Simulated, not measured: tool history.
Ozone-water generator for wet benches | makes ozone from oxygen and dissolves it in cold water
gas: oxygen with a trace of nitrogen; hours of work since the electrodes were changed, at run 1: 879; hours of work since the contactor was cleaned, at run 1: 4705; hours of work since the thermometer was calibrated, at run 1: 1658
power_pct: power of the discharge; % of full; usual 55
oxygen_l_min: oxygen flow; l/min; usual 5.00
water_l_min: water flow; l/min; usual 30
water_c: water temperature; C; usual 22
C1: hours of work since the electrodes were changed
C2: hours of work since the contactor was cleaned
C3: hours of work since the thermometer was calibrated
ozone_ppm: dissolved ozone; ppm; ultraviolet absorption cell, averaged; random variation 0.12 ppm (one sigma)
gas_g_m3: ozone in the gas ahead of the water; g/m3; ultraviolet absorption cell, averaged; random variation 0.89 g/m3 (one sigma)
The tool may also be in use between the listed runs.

Run 1, hour 0.0: usual settings; C1 879; C2 4705; C3 1658. Result: ozone_ppm 11.0 ppm, gas_g_m3 147.1 g/m3.
Run 2, hour 32.1: usual settings; C1 901; C2 4728; C3 1680. Result: ozone_ppm 10.7 ppm, gas_g_m3 145.8 g/m3.
Run 3, hour 49.8: usual settings but power_pct 43 % of full; C1 914; C2 4740; C3 1693. Result: ozone_ppm 8.7 ppm, gas_g_m3 118.8 g/m3.
Run 4, hour 74.3: usual settings but power_pct 43 % of full; C1 931; C2 4758; C3 1710. Result: ozone_ppm 8.8 ppm, gas_g_m3 117.8 g/m3.
Run 5, hour 101.7: usual settings but power_pct 43 % of full, oxygen_l_min 5.89 l/min; C1 950; C2 4777; C3 1729. Result: ozone_ppm 8.7 ppm, gas_g_m3 105.7 g/m3.
Run 6, hour 128.2: usual settings but power_pct 41 % of full, oxygen_l_min 5.89 l/min; C1 969; C2 4795; C3 1748. Result: ozone_ppm 8.4 ppm, gas_g_m3 101.8 g/m3.
Run 7, hour 156.0: usual settings but power_pct 41 % of full; C1 989; C2 4815; C3 1768. Result: ozone_ppm 8.5 ppm, gas_g_m3 112.2 g/m3.
Run 8, hour 184.7: usual settings but power_pct 41 % of full; C1 1009; C2 4835; C3 1788. Result: ozone_ppm 8.4 ppm, gas_g_m3 112.9 g/m3.
Run 9, hour 210.1: usual settings but power_pct 41 % of full; C1 1027; C2 4853; C3 1806. Result: ozone_ppm 8.4 ppm, gas_g_m3 113.4 g/m3.
Run 10, hour 241.8: usual settings but water_l_min 34 l/min; C1 1049; C2 4875; C3 1828. Result: ozone_ppm 9.7 ppm, gas_g_m3 146.8 g/m3.
Run 11, hour 279.1: usual settings but water_l_min 34 l/min; C1 1075; C2 4902; C3 1854. Result: ozone_ppm 9.8 ppm, gas_g_m3 145.6 g/m3.
Run 12, hour 303.5: usual settings but water_l_min 34 l/min; C1 1093; C2 4919; C3 1871. Result: ozone_ppm 9.5 ppm, gas_g_m3 145.9 g/m3.
Run 13, hour 340.1: usual settings but water_l_min 34 l/min; C1 1118; C2 4945; C3 1897. Result: ozone_ppm 9.7 ppm, gas_g_m3 146.1 g/m3.
Run 14, hour 372.9: usual settings but water_l_min 34 l/min; C1 1141; C2 4968; C3 1920. Result: ozone_ppm 9.9 ppm, gas_g_m3 146.0 g/m3.
Run 15, hour 404.0: usual settings but power_pct 88 % of full; C1 1163; C2 4990; C3 1942. Result: ozone_ppm 16.2 ppm, gas_g_m3 220.5 g/m3.
Run 16, hour 425.2: usual settings but power_pct 66 % of full; C1 1178; C2 5004; C3 1957. Result: ozone_ppm 13.0 ppm, gas_g_m3 171.2 g/m3.
Run 17, hour 462.7: usual settings but water_c 21 C; C1 1204; C2 5031; C3 1983. Result: ozone_ppm 11.1 ppm, gas_g_m3 145.1 g/m3.
Run 18, hour 481.3: usual settings but power_pct 61 % of full, water_l_min 24 l/min, water_c 29 C; C1 1218; C2 5044; C3 1997. Result: ozone_ppm 13.2 ppm, gas_g_m3 161.4 g/m3.
Run 19, hour 514.0: usual settings but oxygen_l_min 8.54 l/min, water_l_min 46 l/min, water_c 19 C; C1 1241; C2 5067; C3 2020. Result: ozone_ppm 7.3 ppm, gas_g_m3 102.9 g/m3.
Run 20, hour 550.7: usual settings but oxygen_l_min 8.54 l/min, water_l_min 46 l/min, water_c 19 C; C1 1266; C2 5093; C3 2045. Result: ozone_ppm 7.3 ppm, gas_g_m3 101.9 g/m3.
Run 21, hour 587.5: usual settings but power_pct 81 % of full; C1 1292; C2 5119; C3 2071. Result: ozone_ppm 15.2 ppm, gas_g_m3 203.3 g/m3.
Run 22, hour 626.8: usual settings but power_pct 81 % of full; C1 1320; C2 5146; C3 2099. Result: ozone_ppm 15.3 ppm, gas_g_m3 205.4 g/m3.
Run 23, hour 652.2: usual settings but power_pct 81 % of full; C1 1338; C2 5164; C3 2117. Result: ozone_ppm 15.2 ppm, gas_g_m3 204.9 g/m3.
Run 24, hour 690.8: usual settings but power_pct 51 % of full, oxygen_l_min 7.64 l/min, water_l_min 21 l/min, water_c 29 C; C1 1365; C2 5191; C3 2144. Result: ozone_ppm 11.5 ppm, gas_g_m3 103.0 g/m3.
Run 25, hour 724.2: usual settings but power_pct 51 % of full, oxygen_l_min 7.64 l/min, water_l_min 21 l/min, water_c 29 C; C1 1389; C2 5215; C3 2168. Result: ozone_ppm 11.3 ppm, gas_g_m3 103.0 g/m3.
Run 26, hour 754.3: usual settings but power_pct 41 % of full, oxygen_l_min 7.87 l/min, water_l_min 32 l/min, water_c 23 C; C1 1410; C2 5236; C3 2189. Result: ozone_ppm 7.4 ppm, gas_g_m3 83.7 g/m3.
Run 27, hour 786.5: usual settings but power_pct 41 % of full, oxygen_l_min 7.87 l/min, water_l_min 32 l/min, water_c 23 C; C1 1432; C2 5259; C3 2211. Result: ozone_ppm 7.7 ppm, gas_g_m3 83.9 g/m3.
Run 28, hour 820.1: usual settings but power_pct 41 % of full, oxygen_l_min 7.87 l/min, water_l_min 32 l/min, water_c 23 C; C1 1456; C2 5282; C3 2235. Result: ozone_ppm 7.3 ppm, gas_g_m3 83.8 g/m3.
Run 29, hour 845.2: usual settings but power_pct 46 % of full, oxygen_l_min 6.70 l/min; C1 1474; C2 5300; C3 2253. Result: ozone_ppm 9.1 ppm, gas_g_m3 103.8 g/m3.
Run 30, hour 879.6: usual settings but power_pct 79 % of full, oxygen_l_min 3.34 l/min, water_c 17 C; C1 1498; C2 5324; C3 2277. Result: ozone_ppm 15.4 ppm, gas_g_m3 262.6 g/m3.
Run 31, hour 911.6: usual settings but power_pct 79 % of full, oxygen_l_min 3.34 l/min, water_c 17 C; C1 1520; C2 5347; C3 2299. Result: ozone_ppm 15.3 ppm, gas_g_m3 261.6 g/m3.
Run 32, hour 936.1: usual settings but oxygen_l_min 8.63 l/min, water_l_min 26 l/min, water_c 16 C; C1 1538; C2 5364; C3 2317. Result: ozone_ppm 12.8 ppm, gas_g_m3 101.1 g/m3.
Run 33, hour 961.4: usual settings but oxygen_l_min 4.42 l/min; C1 1555; C2 5382; C3 2334. Result: ozone_ppm 11.1 ppm, gas_g_m3 158.6 g/m3.

4 ways to go on from here, each from the tool as it stands after run 33. What would each give?
Run A, hour 994.4: usual settings but power_pct 51 % of full, oxygen_l_min 7.67 l/min, water_c 20 C; C1 1579; C2 5405; C3 2358. Result: ozone_ppm ?, gas_g_m3 ?.
Run B, hour 994.4: usual settings but oxygen_l_min 4.89 l/min; C1 1579; C2 5405; C3 2358. Result: ozone_ppm ?, gas_g_m3 ?.
Run C, hour 994.4: usual settings but power_pct 84 % of full, oxygen_l_min 4.42 l/min, water_c 15 C; C1 1579; C2 5405; C3 2358. Result: ozone_ppm ?, gas_g_m3 ?.
Run D, hour 994.4: usual settings but oxygen_l_min 4.42 l/min, water_c 18 C; C1 1579; C2 5405; C3 2358. Result: ozone_ppm ?, gas_g_m3 ?.

run  ozone_ppm  gas_g_m3
  A       10.3     103.0
  B       10.9     148.3
  C       16.8     231.7
  D       11.4     158.0
Without the tool's hidden state the same runs would have given:
run  ozone_ppm  gas_g_m3
  A       10.3     103.0
  B       10.9     148.4
  C       16.9     231.9
  D       11.4     158.0

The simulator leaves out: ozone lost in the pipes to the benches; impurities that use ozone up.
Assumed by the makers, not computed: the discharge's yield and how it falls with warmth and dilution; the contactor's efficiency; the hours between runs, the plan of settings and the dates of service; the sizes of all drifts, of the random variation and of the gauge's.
